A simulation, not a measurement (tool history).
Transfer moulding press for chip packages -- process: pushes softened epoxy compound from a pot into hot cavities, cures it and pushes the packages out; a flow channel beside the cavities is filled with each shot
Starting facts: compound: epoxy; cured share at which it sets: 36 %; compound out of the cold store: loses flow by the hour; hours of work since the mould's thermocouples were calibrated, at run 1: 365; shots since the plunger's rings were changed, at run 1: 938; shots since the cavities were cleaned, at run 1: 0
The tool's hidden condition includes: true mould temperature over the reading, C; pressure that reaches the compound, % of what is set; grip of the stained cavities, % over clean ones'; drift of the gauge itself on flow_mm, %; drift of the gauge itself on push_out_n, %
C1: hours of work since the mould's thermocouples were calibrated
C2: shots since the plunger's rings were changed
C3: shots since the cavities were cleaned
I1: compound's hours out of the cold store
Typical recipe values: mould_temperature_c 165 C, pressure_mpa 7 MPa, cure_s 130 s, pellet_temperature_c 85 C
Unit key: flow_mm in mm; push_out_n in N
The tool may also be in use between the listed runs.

{"run": 1, "day": 0.0, "mould_temperature_c": 165, "pressure_mpa": 7, "cure_s": 130, "pellet_temperature_c": 85, "C1": 365, "C2": 938, "C3": 0, "I1": 20, "flow_mm": 584, "push_out_n": 371}
{"run": 2, "day": 0.729, "mould_temperature_c": 165, "pressure_mpa": 7, "cure_s": 130, "pellet_temperature_c": 85, "C1": 374, "C2": 1053, "C3": 115, "I1": 36.8, "flow_mm": 543, "push_out_n": 505}
{"run": 3, "day": 1.65, "mould_temperature_c": 165, "pressure_mpa": 7, "cure_s": 130, "pellet_temperature_c": 85, "C1": 385, "C2": 1198, "C3": 260, "I1": 16.2, "flow_mm": 593, "push_out_n": 601}
{"run": 4, "day": 2.642, "mould_temperature_c": 165, "pressure_mpa": 7, "cure_s": 130, "pellet_temperature_c": 85, "C1": 396, "C2": 1355, "C3": 417, "I1": 11.1, "flow_mm": 602, "push_out_n": 691}
{"run": 5, "day": 3.871, "mould_temperature_c": 165, "pressure_mpa": 7, "cure_s": 130, "pellet_temperature_c": 85, "C1": 411, "C2": 1548, "C3": 610, "I1": 35.2, "flow_mm": 551, "push_out_n": 711}
{"run": 6, "day": 4.721, "mould_temperature_c": 165, "pressure_mpa": 7, "cure_s": 142, "pellet_temperature_c": 85, "C1": 420, "C2": 1682, "C3": 744, "I1": 16.2, "flow_mm": 591, "push_out_n": 723}
{"day": 5.8, "done": "cavities cleaned with cleaning compound and waxed"}
{"day": 6.012, "done": "mould's thermocouples calibrated"}
{"run": 7, "day": 6.479, "mould_temperature_c": 165, "pressure_mpa": 7, "cure_s": 130, "pellet_temperature_c": 85, "C1": 5, "C2": 1937, "C3": 95, "I1": 31.2, "flow_mm": 556, "push_out_n": 501}
{"run": 8, "day": 7.342, "mould_temperature_c": 165, "pressure_mpa": 7, "cure_s": 130, "pellet_temperature_c": 77, "C1": 16, "C2": 2073, "C3": 231, "I1": 37.2, "flow_mm": 536, "push_out_n": 595}
{"run": 9, "day": 8.088, "mould_temperature_c": 165, "pressure_mpa": 7, "cure_s": 130, "pellet_temperature_c": 85, "C1": 24, "C2": 2190, "C3": 348, "I1": 43.8, "flow_mm": 523, "push_out_n": 682}
{"run": 10, "day": 9.717, "mould_temperature_c": 165, "pressure_mpa": 7, "cure_s": 130, "pellet_temperature_c": 85, "C1": 43, "C2": 2447, "C3": 605, "I1": 28.7, "flow_mm": 558, "push_out_n": 757}
{"run": 11, "day": 10.608, "mould_temperature_c": 165, "pressure_mpa": 7, "cure_s": 150, "pellet_temperature_c": 85, "C1": 54, "C2": 2587, "C3": 745, "I1": 21.1, "flow_mm": 571, "push_out_n": 728}
{"day": 11.604, "done": "cavities cleaned with cleaning compound and waxed"}
{"run": 12, "day": 11.829, "mould_temperature_c": 165, "pressure_mpa": 6.6, "cure_s": 125, "pellet_temperature_c": 85, "C1": 67, "C2": 2770, "C3": 36, "I1": 24.1, "flow_mm": 550, "push_out_n": 457}
{"run": 13, "day": 12.925, "mould_temperature_c": 165, "pressure_mpa": 7.11, "cure_s": 168, "pellet_temperature_c": 91, "C1": 80, "C2": 2943, "C3": 209, "I1": 17.8, "flow_mm": 584, "push_out_n": 513}
{"run": 14, "day": 14.096, "mould_temperature_c": 165, "pressure_mpa": 7.11, "cure_s": 168, "pellet_temperature_c": 91, "C1": 93, "C2": 3127, "C3": 393, "I1": 17.3, "flow_mm": 583, "push_out_n": 612}
{"run": 15, "day": 15.538, "mould_temperature_c": 170, "pressure_mpa": 6.82, "cure_s": 123, "pellet_temperature_c": 92, "C1": 110, "C2": 3354, "C3": 620, "I1": 8.1, "flow_mm": 582, "push_out_n": 694}
{"run": 16, "day": 17.033, "mould_temperature_c": 170, "pressure_mpa": 6.82, "cure_s": 123, "pellet_temperature_c": 92, "C1": 128, "C2": 3590, "C3": 856, "I1": 46.9, "flow_mm": 497, "push_out_n": 731}
{"day": 17.367, "done": "cavities cleaned with cleaning compound and waxed"}
{"run": 17, "day": 18.538, "mould_temperature_c": 167, "pressure_mpa": 5.7, "cure_s": 111, "pellet_temperature_c": 84, "C1": 144, "C2": 3817, "C3": 184, "I1": 25.4, "flow_mm": 499, "push_out_n": 632}
{"day": 19.304, "done": "plunger's sealing rings changed"}
{"run": 18, "day": 19.738, "mould_temperature_c": 165, "pressure_mpa": 7, "cure_s": 130, "pellet_temperature_c": 87, "C1": 157, "C2": 68, "C3": 357, "I1": 22, "flow_mm": 585, "push_out_n": 672}
{"run": 19, "day": 21.229, "mould_temperature_c": 165, "pressure_mpa": 7, "cure_s": 130, "pellet_temperature_c": 87, "C1": 175, "C2": 303, "C3": 592, "I1": 39.3, "flow_mm": 541, "push_out_n": 726}

3 ways to go on from here, each from the tool as it stands after run 19. What would each give?
{"run": "A", "day": 22.112, "mould_temperature_c": 163, "pressure_mpa": 5.73, "cure_s": 130, "pellet_temperature_c": 85, "C1": 185, "C2": 443, "C3": 732, "I1": 36.9, "flow_mm": "?", "push_out_n": "?"}
{"run": "B", "day": 22.112, "mould_temperature_c": 165, "pressure_mpa": 6.93, "cure_s": 130, "pellet_temperature_c": 87, "C1": 185, "C2": 443, "C3": 732, "I1": 14.5, "flow_mm": "?", "push_out_n": "?"}
{"run": "C", "day": 22.112, "mould_temperature_c": 165, "pressure_mpa": 6.18, "cure_s": 130, "pellet_temperature_c": 78, "C1": 185, "C2": 443, "C3": 732, "I1": 32.7, "flow_mm": "?", "push_out_n": "?"}

run=A flow_mm=500 push_out_n=848
run=B flow_mm=595 push_out_n=815
run=C flow_mm=524 push_out_n=801
Stripped of hidden state, with their random variation kept, the same runs would have yielded:
run=A flow_mm=505 push_out_n=427
run=B flow_mm=600 push_out_n=409
run=C flow_mm=528 push_out_n=400
